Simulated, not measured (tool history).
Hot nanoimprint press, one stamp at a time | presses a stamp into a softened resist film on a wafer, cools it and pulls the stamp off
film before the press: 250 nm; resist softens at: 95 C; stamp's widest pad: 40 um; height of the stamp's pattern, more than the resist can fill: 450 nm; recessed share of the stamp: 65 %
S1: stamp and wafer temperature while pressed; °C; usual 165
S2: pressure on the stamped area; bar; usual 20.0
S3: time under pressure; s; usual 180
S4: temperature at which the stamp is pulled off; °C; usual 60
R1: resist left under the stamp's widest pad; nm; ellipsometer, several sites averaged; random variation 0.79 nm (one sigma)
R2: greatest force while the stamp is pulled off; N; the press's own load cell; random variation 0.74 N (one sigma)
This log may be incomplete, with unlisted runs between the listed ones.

run	hour	S1	S2	S3	S4	R1	R2
1	0.0	165	20.0	180	60	88.4	90.0
# hour 24.9: plate thermocouple calibrated
2	40.0	165	20.0	180	54	104.5	104.1
3	81.1	165	20.0	180	54	103.0	106.9
4	134.7	165	20.0	228	60	92.6	98.6
5	198.0	162	20.0	228	60	109.0	98.4
6	257.8	162	20.0	228	60	106.3	100.0
# hour 316.4: press's hydraulic seals changed and the load cell set to zero
7	316.4	162	30.3	254	60	81.6	101.6
8	378.9	162	30.3	254	60	80.5	101.9
9	417.9	155	20.0	180	46	159.3	127.5
10	463.8	176	14.6	177	56	60.7	112.2
11	492.4	176	14.6	177	56	61.2	113.8
# hour 508.6: stamp cleaned and given a new release coat
12	525.9	159	30.0	221	62	101.5	89.3

3 ways to go on from here, each from the tool as it stands after run 12. What would each give?
A	574.1	176	30.7	180	61	?	?
B	574.1	170	30.0	255	51	?	?
C	574.1	174	26.9	137	62	?	?

run	R1	R2
A	41.4	91.3
B	48.5	109.1
C	56.5	91.5
With no hidden state in the tool, these same runs would have given:
run	R1	R2
A	44.9	92.3
B	53.0	109.8
C	61.3	92.6
